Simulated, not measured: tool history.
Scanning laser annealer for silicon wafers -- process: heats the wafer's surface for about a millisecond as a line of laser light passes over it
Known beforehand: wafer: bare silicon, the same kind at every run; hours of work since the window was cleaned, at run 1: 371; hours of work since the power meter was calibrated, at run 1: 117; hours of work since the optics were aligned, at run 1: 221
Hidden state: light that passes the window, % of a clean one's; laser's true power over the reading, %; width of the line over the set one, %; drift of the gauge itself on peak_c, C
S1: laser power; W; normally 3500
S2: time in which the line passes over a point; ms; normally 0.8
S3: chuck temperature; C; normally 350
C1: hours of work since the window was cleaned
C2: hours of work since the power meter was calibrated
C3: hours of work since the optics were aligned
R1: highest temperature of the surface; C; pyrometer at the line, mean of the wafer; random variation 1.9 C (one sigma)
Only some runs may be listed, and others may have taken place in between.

run,hour,S1,S2,S3,C1,C2,C3,R1
1,0,3500,0.8,350,371,117,221,1075
2,10.3,3500,0.687,350,378,124,229,1029
3,18.9,3500,0.687,350,385,131,235,1027
# hour 26.3: window over the wafer cleaned
4,36.1,3500,0.687,350,7,142,246,1076
5,45.5,3500,0.8,350,14,149,253,1128
6,64,3500,0.8,350,27,162,266,1122
7,83.1,3638,0.8,350,41,176,280,1158
8,94.3,3638,0.8,350,49,184,288,1155
9,107.2,3638,0.8,350,59,194,298,1156
10,120.2,3638,0.8,350,68,203,307,1154
11,129.6,3638,0.8,350,75,210,314,1151
12,143.2,3500,0.888,350,85,220,324,1147
13,159.9,3500,0.888,350,97,232,336,1146
14,171,3500,0.888,350,105,240,344,1144
15,184.9,3500,0.8,350,116,250,354,1107
16,201.2,3500,0.8,350,127,262,366,1105
17,214.4,3500,0.8,350,137,272,376,1106
18,229.5,3500,0.597,350,148,283,387,1011
19,246.2,3500,0.8,350,160,295,399,1100
20,265.6,3500,0.8,350,174,309,413,1094
21,283.7,3500,0.8,354,188,322,426,1097
22,301.6,3500,0.881,350,201,335,439,1123
23,317.4,3537,0.888,386,212,347,451,1178
24,330.8,3537,0.888,386,222,356,461,1173
25,339.7,3464,0.926,350,228,363,467,1126
26,358.2,3613,0.937,361,242,376,481,1182
27,374.1,3470,0.61,350,253,388,492,997
28,386,3420,0.596,353,262,397,501,977
29,402.3,3596,0.8,331,274,408,513,1088
30,410.9,3500,0.801,350,280,415,519,1082
31,428.4,3313,0.799,350,293,427,532,1030
32,437.7,3465,0.8,326,300,434,538,1042
33,456.7,3465,0.8,326,314,448,552,1040
34,465.5,3354,0.8,312,320,454,559,997
35,485.4,3354,0.8,312,334,469,573,992
36,503.9,3122,0.584,312,348,482,587,856
37,519.2,3122,0.584,312,359,494,598,856
38,530.8,3774,0.783,383,367,502,606,1162
39,544.9,3449,0.761,355,378,512,617,1040
40,558.8,3076,0.729,355,388,522,627,936
# hour 562.6: window over the wafer cleaned
41,579.5,3319,0.8,330,12,536,640,1045

Predict each of these 3 candidate next runs independently; none follows another, all start after run 41:
A,591.5,3657,0.8,363,21,545,649,?
B,591.5,3500,0.8,370,21,545,649,?
C,591.5,3500,0.8,376,21,545,649,?

run,R1
A,1167
B,1132
C,1136
Without the tool's hidden state the same runs would have given:
run,R1
A,1193
B,1157
C,1161

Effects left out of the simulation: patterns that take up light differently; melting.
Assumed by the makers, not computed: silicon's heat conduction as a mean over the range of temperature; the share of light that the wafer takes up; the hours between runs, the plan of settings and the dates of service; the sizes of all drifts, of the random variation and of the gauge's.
